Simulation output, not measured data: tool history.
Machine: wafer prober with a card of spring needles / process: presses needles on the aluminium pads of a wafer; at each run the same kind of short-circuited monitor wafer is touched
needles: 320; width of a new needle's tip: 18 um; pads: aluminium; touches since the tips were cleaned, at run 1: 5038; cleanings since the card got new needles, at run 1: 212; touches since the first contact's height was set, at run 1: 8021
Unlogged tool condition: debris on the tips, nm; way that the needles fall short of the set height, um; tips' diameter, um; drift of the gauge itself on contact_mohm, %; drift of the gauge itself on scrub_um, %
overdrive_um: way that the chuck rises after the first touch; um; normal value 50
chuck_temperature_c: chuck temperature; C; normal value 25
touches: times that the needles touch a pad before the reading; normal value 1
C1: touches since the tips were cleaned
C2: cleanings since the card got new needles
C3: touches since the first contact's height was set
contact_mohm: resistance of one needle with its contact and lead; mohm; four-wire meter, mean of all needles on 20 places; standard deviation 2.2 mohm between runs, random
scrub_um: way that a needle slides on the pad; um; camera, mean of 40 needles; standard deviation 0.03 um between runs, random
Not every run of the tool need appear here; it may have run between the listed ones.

{"run": 1, "hour": 0.0, "overdrive_um": 50, "chuck_temperature_c": 25, "touches": 1, "C1": 5038, "C2": 212, "C3": 8021, "contact_mohm": 239, "scrub_um": 11.44}
{"hour": 2.8, "done": "tips cleaned on abrasive film"}
{"hour": 16.5, "done": "tips cleaned on abrasive film"}
{"hour": 27.5, "done": "tips cleaned on abrasive film"}
{"hour": 41.2, "done": "tips cleaned on abrasive film"}
{"hour": 52.2, "done": "tips cleaned on abrasive film"}
{"hour": 63.2, "done": "tips cleaned on abrasive film"}
{"hour": 76.9, "done": "tips cleaned on abrasive film"}
{"run": 2, "hour": 77.8, "overdrive_um": 50, "chuck_temperature_c": 25, "touches": 1, "C1": 462, "C2": 219, "C3": 50250, "contact_mohm": 242, "scrub_um": 11.38}
{"hour": 88.8, "done": "tips cleaned on abrasive film"}
{"hour": 102.5, "done": "tips cleaned on abrasive film"}
{"hour": 113.5, "done": "tips cleaned on abrasive film"}
{"hour": 127.2, "done": "tips cleaned on abrasive film"}
{"run": 3, "hour": 132.0, "overdrive_um": 50, "chuck_temperature_c": 25, "touches": 1, "C1": 2652, "C2": 223, "C3": 79754, "contact_mohm": 243, "scrub_um": 11.44}
{"hour": 140.3, "done": "tips cleaned on abrasive film"}
{"hour": 154.0, "done": "tips cleaned on abrasive film"}
{"hour": 165.0, "done": "tips cleaned on abrasive film"}
{"hour": 176.0, "done": "tips cleaned on abrasive film"}
{"hour": 189.7, "done": "tips cleaned on abrasive film"}
{"hour": 200.7, "done": "tips cleaned on abrasive film"}
{"hour": 214.4, "done": "tips cleaned on abrasive film"}
{"hour": 225.4, "done": "tips cleaned on abrasive film"}
{"run": 4, "hour": 236.0, "overdrive_um": 50, "chuck_temperature_c": 25, "touches": 1, "C1": 5829, "C2": 231, "C3": 136298, "contact_mohm": 244, "scrub_um": 11.4}
{"hour": 238.9, "done": "tips cleaned on abrasive film"}
{"hour": 252.6, "done": "tips cleaned on abrasive film"}
{"hour": 266.3, "done": "tips cleaned on abrasive film"}
{"hour": 277.3, "done": "tips cleaned on abrasive film"}
{"hour": 291.0, "done": "tips cleaned on abrasive film"}
{"hour": 304.7, "done": "tips cleaned on abrasive film"}
{"hour": 315.7, "done": "tips cleaned on abrasive film"}
{"run": 5, "hour": 318.6, "overdrive_um": 50, "chuck_temperature_c": 25, "touches": 1, "C1": 1577, "C2": 238, "C3": 181133, "contact_mohm": 236, "scrub_um": 11.38}
{"hour": 326.8, "done": "tips cleaned on abrasive film"}
{"hour": 337.8, "done": "tips cleaned on abrasive film"}
{"hour": 351.6, "done": "tips cleaned on abrasive film"}
{"hour": 365.3, "done": "tips cleaned on abrasive film"}
{"hour": 379.0, "done": "tips cleaned on abrasive film"}
{"run": 6, "hour": 381.0, "overdrive_um": 54, "chuck_temperature_c": 25, "touches": 1, "C1": 1136, "C2": 243, "C3": 215097, "contact_mohm": 238, "scrub_um": 12.29}
{"hour": 392.0, "done": "tips cleaned on abrasive film"}
{"hour": 403.0, "done": "tips cleaned on abrasive film"}
{"hour": 416.7, "done": "tips cleaned on abrasive film"}
{"hour": 429.1, "done": "tips cleaned on abrasive film"}
{"run": 7, "hour": 429.1, "overdrive_um": 54, "chuck_temperature_c": 25, "touches": 1, "C1": 0, "C2": 247, "C3": 241193, "contact_mohm": 237, "scrub_um": 12.33}
{"hour": 432.1, "done": "height of the first contact set anew"}
{"hour": 443.1, "done": "tips cleaned on abrasive film"}
{"hour": 454.1, "done": "tips cleaned on abrasive film"}
{"hour": 465.1, "done": "tips cleaned on abrasive film"}
{"hour": 476.1, "done": "tips cleaned on abrasive film"}
{"hour": 489.8, "done": "tips cleaned on abrasive film"}
{"hour": 503.5, "done": "tips cleaned on abrasive film"}
{"hour": 516.8, "done": "tips cleaned on abrasive film"}
{"run": 8, "hour": 516.8, "overdrive_um": 54, "chuck_temperature_c": 25, "touches": 1, "C1": 0, "C2": 254, "C3": 46010, "contact_mohm": 235, "scrub_um": 12.35}
{"hour": 530.5, "done": "tips cleaned on abrasive film"}
{"hour": 541.5, "done": "tips cleaned on abrasive film"}
{"hour": 555.2, "done": "tips cleaned on abrasive film"}
{"hour": 566.2, "done": "tips cleaned on abrasive film"}
{"run": 9, "hour": 571.4, "overdrive_um": 42, "chuck_temperature_c": 25, "touches": 1, "C1": 2886, "C2": 258, "C3": 75745, "contact_mohm": 242, "scrub_um": 9.57}
{"hour": 579.7, "done": "tips cleaned on abrasive film"}
{"hour": 593.4, "done": "tips cleaned on abrasive film"}
{"hour": 607.1, "done": "tips cleaned on abrasive film"}
{"hour": 620.9, "done": "tips cleaned on abrasive film"}
{"hour": 631.8, "done": "tips cleaned on abrasive film"}
{"run": 10, "hour": 636.1, "overdrive_um": 42, "chuck_temperature_c": 25, "touches": 1, "C1": 2359, "C2": 263, "C3": 110920, "contact_mohm": 246, "scrub_um": 9.57}
{"hour": 644.4, "done": "tips cleaned on abrasive film"}
{"hour": 655.4, "done": "tips cleaned on abrasive film"}
{"hour": 666.4, "done": "tips cleaned on abrasive film"}
{"hour": 680.1, "done": "tips cleaned on abrasive film"}
{"run": 11, "hour": 686.4, "overdrive_um": 42, "chuck_temperature_c": 25, "touches": 1, "C1": 3448, "C2": 267, "C3": 138234, "contact_mohm": 242, "scrub_um": 9.58}
{"hour": 691.9, "done": "tips cleaned on abrasive film"}
{"hour": 702.9, "done": "tips cleaned on abrasive film"}
{"hour": 716.6, "done": "tips cleaned on abrasive film"}
{"hour": 727.6, "done": "tips cleaned on abrasive film"}
{"hour": 738.6, "done": "tips cleaned on abrasive film"}
{"run": 12, "hour": 747.0, "overdrive_um": 64, "chuck_temperature_c": 71, "touches": 1, "C1": 4608, "C2": 272, "C3": 171183, "contact_mohm": 246, "scrub_um": 14.54}
{"hour": 749.8, "done": "tips cleaned on abrasive film"}
{"hour": 760.8, "done": "tips cleaned on abrasive film"}
{"hour": 771.8, "done": "tips cleaned on abrasive film"}
{"hour": 785.5, "done": "tips cleaned on abrasive film"}
{"hour": 799.2, "done": "tips cleaned on abrasive film"}
{"hour": 810.2, "done": "tips cleaned on abrasive film"}
{"hour": 823.9, "done": "tips cleaned on abrasive film"}
{"hour": 837.7, "done": "tips cleaned on abrasive film"}
{"hour": 850.0, "done": "tips cleaned on abrasive film"}
{"run": 13, "hour": 850.0, "overdrive_um": 35, "chuck_temperature_c": 85, "touches": 1, "C1": 0, "C2": 281, "C3": 227084, "contact_mohm": 266, "scrub_um": 7.92}
{"hour": 861.0, "done": "tips cleaned on abrasive film"}
{"hour": 874.7, "done": "tips cleaned on abrasive film"}
{"hour": 877.7, "done": "height of the first contact set anew"}
{"hour": 886.0, "done": "tips cleaned on abrasive film"}
{"hour": 899.7, "done": "tips cleaned on abrasive film"}
{"hour": 913.4, "done": "tips cleaned on abrasive film"}
{"hour": 927.1, "done": "tips cleaned on abrasive film"}
{"run": 14, "hour": 933.1, "overdrive_um": 36, "chuck_temperature_c": 95, "touches": 2, "C1": 3272, "C2": 287, "C3": 30121, "contact_mohm": 271, "scrub_um": 8.11}
{"hour": 938.6, "done": "tips cleaned on abrasive film"}
{"hour": 952.3, "done": "tips cleaned on abrasive film"}
{"hour": 966.0, "done": "tips cleaned on abrasive film"}
{"hour": 977.0, "done": "tips cleaned on abrasive film"}
{"hour": 988.0, "done": "tips cleaned on abrasive film"}
{"hour": 1001.7, "done": "tips cleaned on abrasive film"}
{"hour": 1013.7, "done": "card fitted with new needles"}
{"hour": 1024.7, "done": "tips cleaned on abrasive film"}
{"run": 15, "hour": 1034.4, "overdrive_um": 36, "chuck_temperature_c": 95, "touches": 2, "C1": 5295, "C2": 1, "C3": 11262, "contact_mohm": 272, "scrub_um": 8.14}
{"hour": 1037.2, "done": "tips cleaned on abrasive film"}
{"hour": 1050.9, "done": "tips cleaned on abrasive film"}
{"hour": 1061.9, "done": "tips cleaned on abrasive film"}
{"hour": 1075.6, "done": "tips cleaned on abrasive film"}
{"hour": 1086.6, "done": "tips cleaned on abrasive film"}
{"hour": 1100.3, "done": "tips cleaned on abrasive film"}
{"hour": 1114.0, "done": "tips cleaned on abrasive film"}
{"hour": 1127.8, "done": "tips cleaned on abrasive film"}
{"run": 16, "hour": 1137.8, "overdrive_um": 67, "chuck_temperature_c": 120, "touches": 2, "C1": 5524, "C2": 9, "C3": 67502, "contact_mohm": 262, "scrub_um": 15.23}
{"hour": 1140.7, "done": "tips cleaned on abrasive film"}
{"hour": 1151.6, "done": "tips cleaned on abrasive film"}
{"hour": 1165.4, "done": "tips cleaned on abrasive film"}
{"hour": 1179.1, "done": "tips cleaned on abrasive film"}
{"hour": 1190.1, "done": "tips cleaned on abrasive film"}
{"hour": 1201.1, "done": "tips cleaned on abrasive film"}
{"hour": 1213.5, "done": "tips cleaned on abrasive film"}
{"run": 17, "hour": 1213.5, "overdrive_um": 67, "chuck_temperature_c": 120, "touches": 2, "C1": 0, "C2": 16, "C3": 108587, "contact_mohm": 258, "scrub_um": 15.17}
{"hour": 1224.5, "done": "tips cleaned on abrasive film"}
{"hour": 1238.2, "done": "tips cleaned on abrasive film"}
{"hour": 1251.9, "done": "tips cleaned on abrasive film"}
{"hour": 1262.9, "done": "tips cleaned on abrasive film"}
{"hour": 1276.6, "done": "tips cleaned on abrasive film"}
{"hour": 1287.6, "done": "tips cleaned on abrasive film"}
{"hour": 1298.6, "done": "tips cleaned on abrasive film"}
{"hour": 1309.6, "done": "tips cleaned on abrasive film"}
{"run": 18, "hour": 1313.2, "overdrive_um": 67, "chuck_temperature_c": 120, "touches": 2, "C1": 1967, "C2": 24, "C3": 162762, "contact_mohm": 262, "scrub_um": 15.18}
{"hour": 1321.5, "done": "tips cleaned on abrasive film"}
{"hour": 1335.2, "done": "tips cleaned on abrasive film"}
{"hour": 1348.9, "done": "tips cleaned on abrasive film"}
{"hour": 1362.6, "done": "tips cleaned on abrasive film"}
{"run": 19, "hour": 1370.0, "overdrive_um": 67, "chuck_temperature_c": 120, "touches": 2, "C1": 4028, "C2": 28, "C3": 193639, "contact_mohm": 258, "scrub_um": 15.09}

For run 20, what comes out?
{"hour": 1375.5, "done": "tips cleaned on abrasive film"}
{"hour": 1386.5, "done": "tips cleaned on abrasive film"}
{"hour": 1397.5, "done": "tips cleaned on abrasive film"}
{"hour": 1411.2, "done": "tips cleaned on abrasive film"}
{"hour": 1422.2, "done": "tips cleaned on abrasive film"}
{"run": 20, "hour": 1430.4, "overdrive_um": 67, "chuck_temperature_c": 120, "touches": 2, "C1": 4494, "C2": 33, "C3": 226475, "contact_mohm": "?", "scrub_um": "?"}

contact_mohm: 259 mohm
scrub_um: 15.18 um
With no hidden state in the tool, this same run would have given contact_mohm 259 mohm, scrub_um 15.38 um.

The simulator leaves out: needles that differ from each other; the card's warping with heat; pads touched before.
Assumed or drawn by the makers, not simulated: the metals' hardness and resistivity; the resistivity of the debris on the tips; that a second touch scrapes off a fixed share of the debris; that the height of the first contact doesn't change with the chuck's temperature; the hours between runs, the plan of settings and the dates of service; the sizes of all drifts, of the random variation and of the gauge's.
